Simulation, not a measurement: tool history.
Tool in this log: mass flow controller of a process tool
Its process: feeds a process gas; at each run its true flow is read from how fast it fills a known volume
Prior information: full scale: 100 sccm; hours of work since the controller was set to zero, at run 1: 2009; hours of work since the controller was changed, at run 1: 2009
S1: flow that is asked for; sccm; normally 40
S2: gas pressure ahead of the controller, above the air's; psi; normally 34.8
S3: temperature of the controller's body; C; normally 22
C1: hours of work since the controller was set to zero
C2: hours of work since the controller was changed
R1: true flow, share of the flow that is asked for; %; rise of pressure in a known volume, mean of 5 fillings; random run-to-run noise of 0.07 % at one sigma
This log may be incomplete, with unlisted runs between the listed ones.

run    hour  S1    S2  S3    C1    C2      R1
  1       0  40  34.8  22  2009  2009   99.04
  2   277.3  29  34.8  22  2094  2094    98.4
  3   660.5  26  34.8  22  2210  2210   98.16
  4   865.8  40  31.5  22  2273  2273   99.27
  5    1201  40  34.8  22  2375  2375   99.22
  6  1554.2  40  34.8  22  2482  2482   99.19
  7  1925.3  40  34.8  22  2595  2595   99.28
  8  2187.1  40  34.8  22  2675  2675   99.38
  9  2367.6  40  34.8  22  2730  2730    99.3
 10  2577.2  40  34.8  22  2793  2793    99.6
 11  2906.6  40  34.8  22  2894  2894   99.45
 12  3286.2  40  34.8  22  3009  3009   99.45
 13  3515.9  16  34.8  22  3079  3079   97.13
 14  3847.7  40  34.8  22  3180  3180   99.58
 15  4150.1  40  34.8  22  3272  3272   99.55
 16  4350.5  40  34.8  22  3333  3333   99.74
 17  4544.2  40  34.8  30  3392  3392    99.4
 18  4767.6  36  24.5  25  3460  3460   99.81
 19  5036.6  73  31.8  23  3542  3542  101.27
 20  5198.9  71  38.4  23  3591  3591  101.11
 21  5412.9  26  38.4  32  3656  3656   98.01
 22  5747.8  26  38.4  32  3758  3758   98.17
 23  6100.7  40  34.8  27  3865  3865   99.76
 24  6455.3  40  34.8  34  3973  3973   99.42
 25  6721.1  40  34.4  29  4054  4054   99.67
 26  7106.4  40  34.4  29  4171  4171   99.84
 27  7292.6  17    31  25  4228  4228    97.3
 28  7497.3  17    31  25  4290  4290   97.34
 29    7659  17    31  25  4340  4340   97.44

How would selected steps in R1 from run to run divide? Give the signed amount a tool lacking its hidden state would still show from settings, what came in and random variation, and the signed amount left for the hidden state, including any gauge scatter that is not in both of the compared results.
Hidden state at play: flow at rest that the sensor doesn't see, % of full scale; true flow over the shown one, %; drift of the gauge itself on true_pct, %.
Run 13 -> 14: S1 16 -> 40. R1 +2.45 %: hidden state +1.7, all else +0.75.
Run 20 -> 21: S1 71 -> 26, S3 23 -> 32. R1 -3.1 %: hidden state -1.25, all else -1.85.
Run 26 -> 27: S1 40 -> 17, S2 34.4 -> 31, S3 29 -> 25. R1 -2.54 %: hidden state -2.01, all else -0.53.

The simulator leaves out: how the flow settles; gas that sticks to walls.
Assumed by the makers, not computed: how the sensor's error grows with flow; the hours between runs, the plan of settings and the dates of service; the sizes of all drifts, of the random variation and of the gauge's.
